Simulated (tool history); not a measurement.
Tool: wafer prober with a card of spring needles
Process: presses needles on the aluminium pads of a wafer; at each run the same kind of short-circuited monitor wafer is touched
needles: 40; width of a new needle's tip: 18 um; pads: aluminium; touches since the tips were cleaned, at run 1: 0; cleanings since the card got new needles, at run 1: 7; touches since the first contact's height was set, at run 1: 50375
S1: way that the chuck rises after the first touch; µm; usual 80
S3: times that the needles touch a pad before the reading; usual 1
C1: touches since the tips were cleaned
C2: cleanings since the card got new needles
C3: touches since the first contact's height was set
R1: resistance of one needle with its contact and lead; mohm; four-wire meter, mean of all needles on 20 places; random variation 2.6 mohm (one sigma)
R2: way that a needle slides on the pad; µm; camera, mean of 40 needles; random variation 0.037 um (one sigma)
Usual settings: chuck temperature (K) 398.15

{"run": 1, "hour": 0.0, "S1": 80, "chuck temperature (K)": 398.15, "S3": 1, "C1": 0, "C2": 7, "C3": 50375, "R1": 297, "R2": 16.3}
{"run": 2, "hour": 9.7, "S1": 80, "chuck temperature (K)": 398.15, "S3": 2, "C1": 1458, "C2": 7, "C3": 51833, "R1": 315, "R2": 16.25}
{"run": 3, "hour": 18.1, "S1": 80, "chuck temperature (K)": 398.15, "S3": 1, "C1": 2733, "C2": 7, "C3": 53108, "R1": 348, "R2": 16.28}
{"run": 4, "hour": 28.4, "S1": 69, "chuck temperature (K)": 398.15, "S3": 1, "C1": 4289, "C2": 7, "C3": 54664, "R1": 377, "R2": 14.01}
{"run": 5, "hour": 34.7, "S1": 69, "chuck temperature (K)": 398.15, "S3": 1, "C1": 5239, "C2": 7, "C3": 55614, "R1": 374, "R2": 13.99}
{"run": 6, "hour": 39.9, "S1": 69, "chuck temperature (K)": 398.15, "S3": 1, "C1": 6022, "C2": 7, "C3": 56397, "R1": 384, "R2": 13.98}
{"hour": 40.9, "done": "tips cleaned on abrasive film"}
{"run": 7, "hour": 46.4, "S1": 69, "chuck temperature (K)": 398.15, "S3": 1, "C1": 831, "C2": 8, "C3": 57364, "R1": 326, "R2": 13.97}
{"run": 8, "hour": 51.9, "S1": 69, "chuck temperature (K)": 398.15, "S3": 1, "C1": 1658, "C2": 8, "C3": 58191, "R1": 342, "R2": 14.01}
{"run": 9, "hour": 59.5, "S1": 69, "chuck temperature (K)": 398.15, "S3": 1, "C1": 2797, "C2": 8, "C3": 59330, "R1": 367, "R2": 14.01}
{"run": 10, "hour": 68.7, "S1": 69, "chuck temperature (K)": 398.15, "S3": 1, "C1": 4188, "C2": 8, "C3": 60721, "R1": 372, "R2": 13.93}
{"run": 11, "hour": 73.7, "S1": 69, "chuck temperature (K)": 398.15, "S3": 1, "C1": 4937, "C2": 8, "C3": 61470, "R1": 380, "R2": 14.03}
{"hour": 81.8, "done": "tips cleaned on abrasive film"}
{"run": 12, "hour": 84.6, "S1": 80, "chuck temperature (K)": 398.15, "S3": 1, "C1": 416, "C2": 9, "C3": 63099, "R1": 314, "R2": 16.24}
{"run": 13, "hour": 94.1, "S1": 80, "chuck temperature (K)": 398.15, "S3": 1, "C1": 1848, "C2": 9, "C3": 64531, "R1": 337, "R2": 16.24}
{"run": 14, "hour": 102.7, "S1": 80, "chuck temperature (K)": 398.15, "S3": 1, "C1": 3149, "C2": 9, "C3": 65832, "R1": 352, "R2": 16.26}
{"run": 15, "hour": 110.1, "S1": 80, "chuck temperature (K)": 398.15, "S3": 1, "C1": 4267, "C2": 9, "C3": 66950, "R1": 355, "R2": 16.22}
{"run": 16, "hour": 114.7, "S1": 80, "chuck temperature (K)": 398.15, "S3": 1, "C1": 4952, "C2": 9, "C3": 67635, "R1": 359, "R2": 16.26}
{"hour": 122.5, "done": "tips cleaned on abrasive film"}
{"run": 17, "hour": 124.0, "S1": 80, "chuck temperature (K)": 332.15, "S3": 1, "C1": 221, "C2": 10, "C3": 69024, "R1": 294, "R2": 16.2}
{"run": 18, "hour": 132.0, "S1": 80, "chuck temperature (K)": 332.15, "S3": 1, "C1": 1437, "C2": 10, "C3": 70240, "R1": 318, "R2": 16.19}
{"run": 19, "hour": 137.3, "S1": 85, "chuck temperature (K)": 398.15, "S3": 1, "C1": 2235, "C2": 10, "C3": 71038, "R1": 335, "R2": 17.21}
{"run": 20, "hour": 142.5, "S1": 62, "chuck temperature (K)": 373.15, "S3": 2, "C1": 3014, "C2": 10, "C3": 71817, "R1": 342, "R2": 12.5}
{"run": 21, "hour": 151.9, "S1": 96, "chuck temperature (K)": 310.15, "S3": 1, "C1": 4425, "C2": 10, "C3": 73228, "R1": 324, "R2": 19.49}
{"run": 22, "hour": 159.4, "S1": 96, "chuck temperature (K)": 310.15, "S3": 1, "C1": 5565, "C2": 10, "C3": 74368, "R1": 328, "R2": 19.53}
{"hour": 162.9, "done": "tips cleaned on abrasive film"}
{"run": 23, "hour": 167.4, "S1": 93, "chuck temperature (K)": 332.15, "S3": 1, "C1": 671, "C2": 11, "C3": 75553, "R1": 289, "R2": 18.85}
{"run": 24, "hour": 175.8, "S1": 98, "chuck temperature (K)": 389.15, "S3": 1, "C1": 1942, "C2": 11, "C3": 76824, "R1": 319, "R2": 19.91}
{"run": 25, "hour": 184.2, "S1": 98, "chuck temperature (K)": 353.15, "S3": 2, "C1": 3210, "C2": 11, "C3": 78092, "R1": 310, "R2": 19.85}
{"run": 26, "hour": 194.6, "S1": 80, "chuck temperature (K)": 398.15, "S3": 1, "C1": 4776, "C2": 11, "C3": 79658, "R1": 361, "R2": 16.13}
{"run": 27, "hour": 202.8, "S1": 73, "chuck temperature (K)": 346.15, "S3": 2, "C1": 6009, "C2": 11, "C3": 80891, "R1": 339, "R2": 14.78}
{"hour": 203.8, "done": "tips cleaned on abrasive film"}
{"run": 28, "hour": 210.6, "S1": 93, "chuck temperature (K)": 375.15, "S3": 1, "C1": 1019, "C2": 12, "C3": 82052, "R1": 309, "R2": 18.91}
{"run": 29, "hour": 215.8, "S1": 62, "chuck temperature (K)": 368.15, "S3": 1, "C1": 1803, "C2": 12, "C3": 82836, "R1": 357, "R2": 12.47}
{"run": 30, "hour": 225.3, "S1": 76, "chuck temperature (K)": 302.15, "S3": 1, "C1": 3242, "C2": 12, "C3": 84275, "R1": 337, "R2": 15.38}
{"run": 31, "hour": 235.5, "S1": 79, "chuck temperature (K)": 398.15, "S3": 2, "C1": 4773, "C2": 12, "C3": 85806, "R1": 333, "R2": 16.02}
{"run": 32, "hour": 242.0, "S1": 71, "chuck temperature (K)": 360.15, "S3": 1, "C1": 5758, "C2": 12, "C3": 86791, "R1": 373, "R2": 14.3}
{"hour": 245.0, "done": "tips cleaned on abrasive film"}
{"run": 33, "hour": 252.9, "S1": 71, "chuck temperature (K)": 369.15, "S3": 1, "C1": 1199, "C2": 13, "C3": 88420, "R1": 332, "R2": 14.3}
{"run": 34, "hour": 260.0, "S1": 71, "chuck temperature (K)": 369.15, "S3": 1, "C1": 2267, "C2": 13, "C3": 89488, "R1": 353, "R2": 14.3}
{"run": 35, "hour": 267.7, "S1": 88, "chuck temperature (K)": 309.15, "S3": 1, "C1": 3424, "C2": 13, "C3": 90645, "R1": 322, "R2": 17.84}
{"run": 36, "hour": 272.4, "S1": 86, "chuck temperature (K)": 309.15, "S3": 1, "C1": 4135, "C2": 13, "C3": 91356, "R1": 335, "R2": 17.3}

How the hidden state differs across the entries between the runs, from the last listed run before each to the first after it:
Between runs 6 and 7: tips cleaned on abrasive film (hour 40.9)
  debris on the tips, nm: 195 -> 66.6; way that the needles fall short of the set height, um: 0.63 -> 0.71; tips' diameter, um: 18.22 -> 18.25
  measured less the result without the state, R1: +87 -> +30 mohm; R2: -0.13 -> -0.14 µm
Between runs 11 and 12: tips cleaned on abrasive film (hour 81.8)
  debris on the tips, nm: 183 -> 41; way that the needles fall short of the set height, um: 0.71 -> 0.79; tips' diameter, um: 18.25 -> 18.28
  measured less the result without the state, R1: +82 -> +15 mohm; R2: -0.14 -> -0.17 µm
Between runs 16 and 17: tips cleaned on abrasive film (hour 122.5)
  debris on the tips, nm: 184.3 -> 35.1; way that the needles fall short of the set height, um: 0.79 -> 0.89; tips' diameter, um: 18.28 -> 18.31
  measured less the result without the state, R1: +66 -> +15 mohm; R2: -0.16 -> -0.18 µm
Between runs 22 and 23: tips cleaned on abrasive film (hour 162.9)
  debris on the tips, nm: 191.9 -> 51.6; way that the needles fall short of the set height, um: 0.89 -> 0.97; tips' diameter, um: 18.31 -> 18.34
  measured less the result without the state, R1: +61 -> +16 mohm; R2: -0.18 -> -0.20 µm
Between runs 27 and 28: tips cleaned on abrasive film (hour 203.8)
  debris on the tips, nm: 193.9 -> 75.2; way that the needles fall short of the set height, um: 0.97 -> 1.09; tips' diameter, um: 18.34 -> 18.38
  measured less the result without the state, R1: +53 -> +23 mohm; R2: -0.20 -> -0.23 µm
Between runs 32 and 33: tips cleaned on abrasive film (hour 245.0)
  debris on the tips, nm: 192.9 -> 92.6; way that the needles fall short of the set height, um: 1.09 -> 1.19; tips' diameter, um: 18.38 -> 18.42
  measured less the result without the state, R1: +89 -> +43 mohm; R2: -0.22 -> -0.24 µm
